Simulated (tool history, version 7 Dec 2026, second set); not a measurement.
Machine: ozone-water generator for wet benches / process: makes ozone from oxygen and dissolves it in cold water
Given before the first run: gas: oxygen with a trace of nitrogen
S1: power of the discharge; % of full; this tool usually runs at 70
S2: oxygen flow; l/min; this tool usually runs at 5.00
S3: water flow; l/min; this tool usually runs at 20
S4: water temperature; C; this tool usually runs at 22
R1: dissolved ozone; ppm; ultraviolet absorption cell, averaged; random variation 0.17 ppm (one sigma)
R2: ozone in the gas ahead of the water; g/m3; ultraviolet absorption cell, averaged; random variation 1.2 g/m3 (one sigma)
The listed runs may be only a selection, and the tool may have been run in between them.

{"run": 1, "hour": 0.0, "S1": 70, "S2": 5.0, "S3": 20, "S4": 22, "R1": 17.6, "R2": 180.4}
{"run": 2, "hour": 136.2, "S1": 55, "S2": 5.0, "S3": 20, "S4": 22, "R1": 16.1, "R2": 161.3}
{"hour": 172.9, "done": "contactor cleaned"}
{"run": 3, "hour": 359.4, "S1": 55, "S2": 5.0, "S3": 20, "S4": 22, "R1": 15.3, "R2": 160.0}
{"run": 4, "hour": 493.1, "S1": 70, "S2": 5.0, "S3": 20, "S4": 22, "R1": 16.8, "R2": 176.9}
{"hour": 552.3, "done": "water thermometer calibrated"}
{"run": 5, "hour": 698.0, "S1": 70, "S2": 5.0, "S3": 20, "S4": 22, "R1": 17.0, "R2": 178.2}
{"run": 6, "hour": 826.4, "S1": 70, "S2": 7.76, "S3": 20, "S4": 22, "R1": 18.2, "R2": 154.0}
{"run": 7, "hour": 1022.3, "S1": 70, "S2": 7.76, "S3": 20, "S4": 22, "R1": 18.3, "R2": 153.5}
{"hour": 1079.2, "done": "contactor cleaned, once more"}
{"run": 8, "hour": 1217.8, "S1": 70, "S2": 5.0, "S3": 20, "S4": 22, "R1": 17.7, "R2": 174.5}
{"run": 9, "hour": 1438.4, "S1": 70, "S2": 5.0, "S3": 20, "S4": 22, "R1": 17.6, "R2": 173.2}
{"run": 10, "hour": 1579.5, "S1": 70, "S2": 5.0, "S3": 20, "S4": 22, "R1": 17.3, "R2": 174.9}
{"run": 11, "hour": 1739.7, "S1": 70, "S2": 5.0, "S3": 20, "S4": 22, "R1": 17.2, "R2": 172.0}
{"run": 12, "hour": 1965.5, "S1": 70, "S2": 5.0, "S3": 20, "S4": 22, "R1": 17.2, "R2": 172.9}
{"run": 13, "hour": 2082.5, "S1": 95, "S2": 5.0, "S3": 20, "S4": 22, "R1": 19.9, "R2": 195.4}
{"run": 14, "hour": 2234.4, "S1": 70, "S2": 8.47, "S3": 20, "S4": 18, "R1": 20.0, "R2": 146.0}
{"run": 15, "hour": 2363.3, "S1": 86, "S2": 7.17, "S3": 18, "S4": 14, "R1": 24.6, "R2": 164.7}
{"run": 16, "hour": 2547.8, "S1": 86, "S2": 7.17, "S3": 18, "S4": 14, "R1": 24.6, "R2": 165.9}
{"run": 17, "hour": 2696.9, "S1": 43, "S2": 3.71, "S3": 13, "S4": 25, "R1": 17.7, "R2": 151.6}
{"run": 18, "hour": 2836.3, "S1": 43, "S2": 3.71, "S3": 13, "S4": 25, "R1": 17.6, "R2": 150.0}
{"run": 19, "hour": 3001.7, "S1": 77, "S2": 5.0, "S3": 16, "S4": 22, "R1": 20.9, "R2": 173.4}
{"run": 20, "hour": 3137.1, "S1": 87, "S2": 8.91, "S3": 20, "S4": 22, "R1": 19.7, "R2": 151.9}

Run 21 has not been measured yet. What should we expect?
{"run": 21, "hour": 3325.8, "S1": 87, "S2": 8.91, "S3": 20, "S4": 22, "R1": "?", "R2": "?"}

Run 21 produced R1 19.6 ppm, R2 150.9 g/m3.
With no hidden state in the tool, this same run would have given R1 26.8 ppm, R2 203.1 g/m3.
